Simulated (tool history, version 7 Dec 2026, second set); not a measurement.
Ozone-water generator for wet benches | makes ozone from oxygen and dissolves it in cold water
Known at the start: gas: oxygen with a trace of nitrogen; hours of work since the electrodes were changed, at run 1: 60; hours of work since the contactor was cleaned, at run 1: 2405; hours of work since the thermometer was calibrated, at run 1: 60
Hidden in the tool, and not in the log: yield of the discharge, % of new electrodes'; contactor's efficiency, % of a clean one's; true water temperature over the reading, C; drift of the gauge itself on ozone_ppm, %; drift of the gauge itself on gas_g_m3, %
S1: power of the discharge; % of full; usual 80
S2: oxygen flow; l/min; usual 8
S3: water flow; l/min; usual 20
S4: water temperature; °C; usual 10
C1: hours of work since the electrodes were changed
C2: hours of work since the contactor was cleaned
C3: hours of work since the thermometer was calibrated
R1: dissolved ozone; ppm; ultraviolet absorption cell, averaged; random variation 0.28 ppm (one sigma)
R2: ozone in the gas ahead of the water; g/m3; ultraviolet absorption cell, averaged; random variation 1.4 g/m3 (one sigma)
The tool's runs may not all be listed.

{"run": 1, "day": 0.0, "S1": 80, "S2": 8, "S3": 20, "S4": 10, "C1": 60, "C2": 2405, "C3": 60, "R1": 42.4, "R2": 257.8}
{"run": 2, "day": 0.704, "S1": 80, "S2": 8, "S3": 20, "S4": 10, "C1": 71, "C2": 2416, "C3": 71, "R1": 42, "R2": 260.5}
{"run": 3, "day": 1.654, "S1": 80, "S2": 8, "S3": 20, "S4": 6, "C1": 86, "C2": 2431, "C3": 86, "R1": 44.5, "R2": 259.1}
{"run": 4, "day": 2.567, "S1": 80, "S2": 8, "S3": 29, "S4": 10, "C1": 100, "C2": 2445, "C3": 100, "R1": 32.3, "R2": 260.8}
{"run": 5, "day": 3.538, "S1": 80, "S2": 8, "S3": 29, "S4": 10, "C1": 116, "C2": 2460, "C3": 116, "R1": 32.5, "R2": 260.1}
{"run": 6, "day": 4.617, "S1": 80, "S2": 8, "S3": 29, "S4": 10, "C1": 133, "C2": 2478, "C3": 133, "R1": 31.7, "R2": 260.4}
{"run": 7, "day": 5.692, "S1": 80, "S2": 8, "S3": 19, "S4": 10, "C1": 150, "C2": 2494, "C3": 150, "R1": 43.5, "R2": 259.9}
{"run": 8, "day": 6.35, "S1": 80, "S2": 8, "S3": 19, "S4": 10, "C1": 160, "C2": 2505, "C3": 160, "R1": 43.6, "R2": 260.2}
{"run": 9, "day": 7.221, "S1": 80, "S2": 5.95, "S3": 20, "S4": 10, "C1": 174, "C2": 2519, "C3": 174, "R1": 42.7, "R2": 310.4}
{"run": 10, "day": 8.308, "S1": 80, "S2": 8, "S3": 20, "S4": 15, "C1": 191, "C2": 2536, "C3": 191, "R1": 38.2, "R2": 257.9}
{"run": 11, "day": 9.704, "S1": 80, "S2": 8, "S3": 20, "S4": 10, "C1": 213, "C2": 2558, "C3": 213, "R1": 41.8, "R2": 257.6}
{"run": 12, "day": 10.546, "S1": 80, "S2": 8, "S3": 20, "S4": 9, "C1": 226, "C2": 2571, "C3": 226, "R1": 42.5, "R2": 258.2}
{"run": 13, "day": 11.662, "S1": 80, "S2": 8, "S3": 20, "S4": 10, "C1": 244, "C2": 2589, "C3": 244, "R1": 41.9, "R2": 257.8}
{"run": 14, "day": 12.875, "S1": 80, "S2": 8, "S3": 20, "S4": 10, "C1": 263, "C2": 2608, "C3": 263, "R1": 42, "R2": 259.9}
{"run": 15, "day": 13.546, "S1": 80, "S2": 8, "S3": 20, "S4": 10, "C1": 273, "C2": 2618, "C3": 273, "R1": 42.1, "R2": 257.5}
{"run": 16, "day": 14.954, "S1": 80, "S2": 4.43, "S3": 20, "S4": 10, "C1": 296, "C2": 2641, "C3": 296, "R1": 42.9, "R2": 374.5}
{"run": 17, "day": 15.796, "S1": 80, "S2": 4.43, "S3": 20, "S4": 10, "C1": 309, "C2": 2654, "C3": 309, "R1": 42.9, "R2": 370.8}
{"run": 18, "day": 17.058, "S1": 80, "S2": 4.43, "S3": 20, "S4": 10, "C1": 329, "C2": 2674, "C3": 329, "R1": 42.8, "R2": 367.8}
{"run": 19, "day": 18.446, "S1": 80, "S2": 4.43, "S3": 17, "S4": 14, "C1": 351, "C2": 2696, "C3": 351, "R1": 45.2, "R2": 370.3}
{"run": 20, "day": 19.338, "S1": 49, "S2": 5.41, "S3": 16, "S4": 15, "C1": 365, "C2": 2710, "C3": 365, "R1": 31.4, "R2": 219.6}
{"run": 21, "day": 20.046, "S1": 49, "S2": 5.41, "S3": 16, "S4": 15, "C1": 376, "C2": 2721, "C3": 376, "R1": 31, "R2": 220.3}
{"run": 22, "day": 21.483, "S1": 90, "S2": 5.42, "S3": 14, "S4": 15, "C1": 399, "C2": 2744, "C3": 399, "R1": 54.9, "R2": 359.5}
{"run": 23, "day": 22.083, "S1": 80, "S2": 8, "S3": 25, "S4": 10, "C1": 408, "C2": 2753, "C3": 408, "R1": 35.5, "R2": 256.4}
{"run": 24, "day": 22.912, "S1": 80, "S2": 8, "S3": 25, "S4": 10, "C1": 421, "C2": 2766, "C3": 421, "R1": 35.7, "R2": 258.2}
{"run": 25, "day": 23.638, "S1": 42, "S2": 8, "S3": 20, "S4": 10, "C1": 433, "C2": 2778, "C3": 433, "R1": 24.7, "R2": 153.8}

Run 26 comes next. What will it give?
{"run": 26, "day": 24.404, "S1": 57, "S2": 8, "S3": 24, "S4": 10, "C1": 445, "C2": 2790, "C3": 445, "R1": "?", "R2": "?"}

Run 26 gave R1 28.1 ppm, R2 196.9 g/m3.
Without the tool's hidden state the same run would have given R1 29 ppm, R2 200.1 g/m3.

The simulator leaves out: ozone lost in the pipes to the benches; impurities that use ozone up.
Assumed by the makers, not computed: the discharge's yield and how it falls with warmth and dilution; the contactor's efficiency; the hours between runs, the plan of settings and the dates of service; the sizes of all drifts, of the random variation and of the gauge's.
